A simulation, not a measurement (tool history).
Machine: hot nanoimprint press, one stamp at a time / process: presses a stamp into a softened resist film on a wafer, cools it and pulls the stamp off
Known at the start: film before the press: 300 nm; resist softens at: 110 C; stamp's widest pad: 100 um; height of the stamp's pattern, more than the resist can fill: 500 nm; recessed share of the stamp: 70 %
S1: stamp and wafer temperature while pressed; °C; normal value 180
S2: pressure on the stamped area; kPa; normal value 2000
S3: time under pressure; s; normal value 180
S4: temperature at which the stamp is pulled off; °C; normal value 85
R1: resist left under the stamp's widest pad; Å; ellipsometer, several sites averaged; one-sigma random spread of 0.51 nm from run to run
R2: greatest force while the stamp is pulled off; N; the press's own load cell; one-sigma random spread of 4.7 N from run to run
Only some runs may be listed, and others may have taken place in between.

run 1 hour=0 | S1=180 S2=2000 S3=180 S4=85 | R1=1737 R2=234
run 2 hour=45.9 | S1=180 S2=2000 S3=180 S4=85 | R1=1742 R2=224
run 3 hour=116.1 | S1=180 S2=2000 S3=180 S4=85 | R1=1743 R2=229
run 4 hour=202 | S1=180 S2=2000 S3=180 S4=85 | R1=1732 R2=228
run 5 hour=274 | S1=180 S2=2000 S3=180 S4=85 | R1=1734 R2=233
run 6 hour=324.8 | S1=183 S2=2000 S3=180 S4=85 | R1=1590 R2=230
run 7 hour=416.3 | S1=183 S2=2000 S3=316 S4=85 | R1=1334 R2=235
run 8 hour=464.3 | S1=183 S2=2000 S3=316 S4=85 | R1=1330 R2=226
run 9 hour=569.2 | S1=183 S2=2000 S3=316 S4=85 | R1=1325 R2=231
run 10 hour=618.6 | S1=180 S2=2000 S3=180 S4=85 | R1=1730 R2=225
run 11 hour=682.1 | S1=180 S2=2000 S3=180 S4=85 | R1=1729 R2=237
run 12 hour=765.2 | S1=180 S2=2000 S3=180 S4=85 | R1=1719 R2=228
run 13 hour=811.6 | S1=180 S2=2000 S3=180 S4=85 | R1=1735 R2=231
run 14 hour=854.6 | S1=180 S2=2000 S3=180 S4=85 | R1=1728 R2=227
run 15 hour=919.3 | S1=180 S2=2000 S3=180 S4=76 | R1=1714 R2=280
run 16 hour=1013.1 | S1=188 S2=1380 S3=180 S4=77 | R1=1656 R2=265
run 17 hour=1101.4 | S1=170 S2=1740 S3=180 S4=85 | R1=2381 R2=227
run 18 hour=1176.4 | S1=173 S2=1740 S3=184 S4=91 | R1=2210 R2=191
run 19 hour=1266.9 | S1=180 S2=1640 S3=102 S4=92 | R1=2160 R2=196
run 20 hour=1312.2 | S1=180 S2=1640 S3=102 S4=92 | R1=2166 R2=195
run 21 hour=1392.5 | S1=186 S2=1640 S3=102 S4=83 | R1=1869 R2=235
run 22 hour=1468.1 | S1=186 S2=3070 S3=97 S4=92 | R1=1353 R2=192
run 23 hour=1510.5 | S1=180 S2=1700 S3=317 S4=85 | R1=1583 R2=224
run 24 hour=1573.6 | S1=180 S2=2000 S3=107 S4=85 | R1=1958 R2=235
run 25 hour=1661.6 | S1=180 S2=2000 S3=126 S4=78 | R1=1887 R2=261
run 26 hour=1738.2 | S1=180 S2=2000 S3=174 S4=73 | R1=1730 R2=302
run 27 hour=1838.3 | S1=180 S2=2000 S3=174 S4=73 | R1=1725 R2=286
run 28 hour=1934.3 | S1=180 S2=1570 S3=180 S4=84 | R1=1914 R2=238
run 29 hour=1990.1 | S1=187 S2=1570 S3=180 S4=91 | R1=1568 R2=193
run 30 hour=2077.3 | S1=180 S2=1800 S3=142 S4=73 | R1=1910 R2=290

Withheld: 9 entries from between the runs. Position of each, and hidden state at the listed run before versus the listed run after:
From run 3 to run 4: stamp cleaned and given a new release coat (hour 155.3)
  grip of the stamp's worn release coat, % over a new coat's: 0.6 -> 0.1; drift of the gauge itself on residual_nm, %: -0.1 -> -0.17
  the result without the hidden state subtracted from the measured one, R1: -1 -> -2 Å
From run 5 to run 6: plate thermocouple calibrated (hour 282.9)
  true temperature over the reading, C: -0.02 -> 0; drift of the gauge itself on residual_nm, %: -0.24 -> -0.28
  the result without the hidden state subtracted from the measured one, R1: -2 -> -4 Å
From run 8 to run 9: press's hydraulic seals changed and the load cell set to zero (hour 494.6)
  pressure that arrives at the usual setting, %: 99.92 -> 99.99; grip of the stamp's worn release coat, % over a new coat's: 0.4 -> 0.5; drift of the gauge itself on residual_nm, %: -0.41 -> -0.49
  the result without the hidden state subtracted from the measured one, R1: -5 -> -6 Å
From run 9 to run 10: stamp cleaned and given a new release coat (hour 618.6)
  grip of the stamp's worn release coat, % over a new coat's: 0.5 -> 0; drift of the gauge itself on residual_nm, %: -0.49 -> -0.53
  the result without the hidden state subtracted from the measured one, R1: -6 -> -9 Å
From run 16 to run 17: stamp cleaned and given a new release coat (hour 1073.4); plate thermocouple calibrated (hour 1101.4)
  true temperature over the reading, C: -0.02 -> 0; grip of the stamp's worn release coat, % over a new coat's: 0.5 -> 0; drift of the gauge itself on residual_nm, %: -0.88 -> -0.95
  the result without the hidden state subtracted from the measured one, R1: -14 -> -23 Å
From run 23 to run 24: stamp cleaned and given a new release coat (hour 1530.9)
  grip of the stamp's worn release coat, % over a new coat's: 0.6 -> 0.1; drift of the gauge itself on residual_nm, %: -1.32 -> -1.37
  the result without the hidden state subtracted from the measured one, R1: -20 -> -26 Å
From run 27 to run 28: plate thermocouple calibrated (hour 1905.1)
  true temperature over the reading, C: -0.02 -> 0; pressure that arrives at the usual setting, %: 99.94 -> 99.93; grip of the stamp's worn release coat, % over a new coat's: 0.4 -> 0.5; drift of the gauge itself on residual_nm, %: -1.61 -> -1.69
  the result without the hidden state subtracted from the measured one, R1: -27 -> -33 Å
From run 28 to run 29: stamp cleaned and given a new release coat (hour 1990.1)
  grip of the stamp's worn release coat, % over a new coat's: 0.5 -> 0; drift of the gauge itself on residual_nm, %: -1.69 -> -1.73
  the result without the hidden state subtracted from the measured one, R1: -33 -> -28 Å

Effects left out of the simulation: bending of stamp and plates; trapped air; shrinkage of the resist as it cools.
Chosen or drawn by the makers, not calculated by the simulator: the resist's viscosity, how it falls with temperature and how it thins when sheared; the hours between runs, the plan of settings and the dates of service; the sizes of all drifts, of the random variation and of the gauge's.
